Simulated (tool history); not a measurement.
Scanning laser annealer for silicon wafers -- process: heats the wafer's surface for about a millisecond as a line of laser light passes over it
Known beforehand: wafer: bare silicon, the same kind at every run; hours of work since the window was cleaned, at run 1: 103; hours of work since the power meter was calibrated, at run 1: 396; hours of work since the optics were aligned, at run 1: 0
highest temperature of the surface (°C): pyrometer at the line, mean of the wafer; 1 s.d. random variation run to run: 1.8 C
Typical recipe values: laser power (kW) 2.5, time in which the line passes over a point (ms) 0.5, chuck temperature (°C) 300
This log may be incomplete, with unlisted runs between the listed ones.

| run | hour | laser power (kW) | time in which the line passes over a point (ms) | chuck temperature (°C) | hours of work since the window was cleaned | hours of work since the power meter was calibrated | hours of work since the optics were aligned | highest temperature of the surface (°C) |
|---|---|---|---|---|---|---|---|---|
| 1 | 0 | 2.5 | 0.5 | 300 | 103 | 396 | 0 | 1064 |
| 2 | 17.8 | 2.5 | 0.5 | 300 | 114 | 407 | 11 | 1068 |
| 3 | 33 | 2.5 | 0.5 | 300 | 124 | 417 | 21 | 1062 |
| 4 | 52.8 | 2.5 | 0.5 | 300 | 136 | 429 | 33 | 1061 |
| 5 | 69.4 | 2.5 | 0.5 | 300 | 147 | 439 | 44 | 1062 |
| 6 | 87.6 | 2.5 | 0.5 | 300 | 158 | 451 | 55 | 1059 |
| 7 | 101.6 | 2.5 | 0.5 | 300 | 167 | 460 | 64 | 1059 |
| 8 | 119.7 | 2.5 | 0.352 | 300 | 179 | 471 | 76 | 949 |
| 9 | 135.6 | 2.5 | 0.352 | 300 | 189 | 481 | 86 | 951 |
| 10 | 148.2 | 2.5 | 0.352 | 300 | 197 | 489 | 93 | 947 |
| 11 | 160.6 | 2.5 | 0.352 | 300 | 204 | 497 | 101 | 949 |
| 12 | 170.9 | 2.5 | 0.352 | 300 | 211 | 504 | 108 | 945 |
| 13 | 190.6 | 2.5 | 0.5 | 300 | 223 | 516 | 120 | 1061 |
| 14 | 206.2 | 2.353 | 0.5 | 300 | 233 | 526 | 130 | 1008 |
| 15 | 225.2 | 2.353 | 0.5 | 300 | 245 | 538 | 142 | 1009 |
| 16 | 239.6 | 2.5 | 0.448 | 300 | 254 | 547 | 151 | 1018 |
| 17 | 251.3 | 2.5 | 0.448 | 300 | 262 | 554 | 159 | 1019 |
|  | 257.8 | optics aligned, line set to its width |
| 18 | 266.6 | 2.5 | 0.448 | 300 | 268 | 561 | 6 | 1020 |
| 19 | 276.1 | 2.5 | 0.448 | 300 | 274 | 567 | 12 | 1019 |
| 20 | 289.1 | 2.559 | 0.448 | 300 | 282 | 575 | 20 | 1034 |
| 21 | 300.4 | 2.408 | 0.511 | 298 | 289 | 582 | 27 | 1028 |
| 22 | 311.6 | 2.316 | 0.373 | 338 | 296 | 589 | 34 | 947 |
|  | 330.8 | optics aligned, line set to its width, once more |
| 23 | 335.8 | 2.5 | 0.589 | 336 | 309 | 601 | 3 | 1148 |
| 24 | 351.3 | 2.163 | 0.533 | 290 | 318 | 611 | 13 | 958 |
| 25 | 369.6 | 2.163 | 0.533 | 290 | 330 | 623 | 24 | 957 |
| 26 | 384.2 | 2.31 | 0.533 | 290 | 339 | 632 | 34 | 1003 |
| 27 | 403.6 | 2.31 | 0.533 | 290 | 351 | 644 | 46 | 1002 |
| 28 | 422 | 2.44 | 0.515 | 300 | 363 | 656 | 58 | 1038 |
| 29 | 435.6 | 2.601 | 0.389 | 290 | 372 | 664 | 66 | 985 |
| 30 | 454.5 | 2.456 | 0.5 | 300 | 383 | 676 | 78 | 1034 |
| 31 | 473 | 2.424 | 0.422 | 300 | 395 | 688 | 90 | 972 |
| 32 | 486 | 2.424 | 0.422 | 300 | 403 | 696 | 98 | 969 |
| 33 | 499.5 | 2.5 | 0.538 | 300 | 412 | 705 | 106 | 1071 |
| 34 | 508.9 | 2.5 | 0.507 | 334 | 418 | 711 | 112 | 1082 |
| 35 | 521.2 | 2.372 | 0.507 | 332 | 426 | 718 | 120 | 1041 |
| 36 | 534.7 | 2.372 | 0.507 | 332 | 434 | 727 | 129 | 1043 |
| 37 | 546.8 | 2.372 | 0.507 | 332 | 442 | 734 | 136 | 1043 |
| 38 | 560.9 | 2.372 | 0.507 | 332 | 451 | 743 | 145 | 1041 |
| 39 | 578.7 | 2.721 | 0.5 | 278 | 462 | 755 | 156 | 1088 |
| 40 | 592.2 | 2.649 | 0.418 | 263 | 470 | 763 | 165 | 992 |

What if the next run were any one of these 5? Each begins from the tool's condition after run 40:
| A | 602.2 | 2.307 | 0.384 | 263 | 477 | 769 | 171 | ? |
| B | 602.2 | 2.649 | 0.418 | 292 | 477 | 769 | 171 | ? |
| C | 602.2 | 2.649 | 0.62 | 331 | 477 | 769 | 171 | ? |
| D | 602.2 | 2.34 | 0.5 | 330 | 477 | 769 | 171 | ? |
| E | 602.2 | 2.649 | 0.362 | 263 | 477 | 769 | 171 | ? |

| run | highest temperature of the surface (°C) |
|---|---|
| A | 865 |
| B | 1018 |
| C | 1195 |
| D | 1021 |
| E | 942 |
With no hidden state in the tool, these same runs would have given:
| run | highest temperature of the surface (°C) |
|---|---|
| A | 886 |
| B | 1044 |
| C | 1226 |
| D | 1046 |
| E | 967 |
